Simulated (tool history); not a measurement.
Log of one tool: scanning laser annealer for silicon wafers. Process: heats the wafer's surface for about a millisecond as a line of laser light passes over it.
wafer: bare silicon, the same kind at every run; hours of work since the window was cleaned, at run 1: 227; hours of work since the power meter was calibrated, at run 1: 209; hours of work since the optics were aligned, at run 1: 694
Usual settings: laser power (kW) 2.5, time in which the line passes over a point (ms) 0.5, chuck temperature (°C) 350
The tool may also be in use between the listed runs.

run,hour,laser power (kW),time in which the line passes over a point (ms),chuck temperature (°C),hours of work since the window was cleaned,hours of work since the power meter was calibrated,hours of work since the optics were aligned,highest temperature of the surface (°C)
1,0,2.5,0.5,350,227,209,694,1069
2,30.7,2.5,0.5,350,244,226,712,1069
3,62.5,2.5,0.5,350,262,244,730,1066
4,96.5,2.5,0.5,343,281,263,749,1057
5,117.6,2.5,0.5,350,293,274,760,1067
6,139.4,2.5,0.5,350,305,287,773,1067
7,167.4,2.5,0.399,350,321,302,788,1002
8,199.9,2.5,0.5,350,339,321,807,1068
# hour 213.3: window over the wafer cleaned
9,233.8,2.5,0.5,350,12,339,824,1062
10,264.2,2.581,0.5,350,29,356,842,1092
11,293.8,2.324,0.5,350,45,372,858,1016
12,320.9,2.324,0.5,350,60,387,873,1022
13,345.9,2.324,0.5,366,74,401,887,1033
14,373.5,2.324,0.5,366,90,417,903,1033
15,395.6,2.5,0.5,350,102,429,915,1066
16,412.3,2.5,0.5,351,112,439,925,1069
17,437.7,2.35,0.5,351,126,453,939,1023
18,453.8,2.374,0.5,351,135,462,948,1033
19,470.4,2.374,0.5,351,144,471,957,1031
20,497.6,2.374,0.5,351,159,486,972,1033
21,516.4,2.138,0.367,350,170,497,983,886
22,546.2,2.138,0.367,350,187,514,1000,884
23,570.2,2.5,0.453,350,200,527,1013,1035
24,585.1,2.5,0.453,350,209,536,1021,1038
25,605,2.45,0.5,353,220,547,1033,1050
26,638.1,2.263,0.5,365,238,565,1051,1011
27,660.6,2.263,0.5,365,251,578,1064,1016
28,681.2,2.263,0.5,365,262,589,1075,1014
29,705.4,2.247,0.554,350,276,603,1089,1023
30,721.8,2.288,0.491,313,285,612,1098,965
31,752,2.721,0.366,313,302,629,1115,992

5 ways to go on from here, each from the tool as it stands after run 31. What would each give?
A,783.9,2.721,0.403,313,320,647,1133,?
B,783.9,2.5,0.573,350,320,647,1133,?
C,783.9,2.367,0.564,357,320,647,1133,?
D,783.9,2.721,0.525,364,320,647,1133,?
E,783.9,2.5,0.397,350,320,647,1133,?

run,highest temperature of the surface (°C)
A,1020
B,1110
C,1074
D,1158
E,996
Without the tool's hidden state the same runs would have given:
run,highest temperature of the surface (°C)
A,1021
B,1110
C,1074
D,1159
E,996
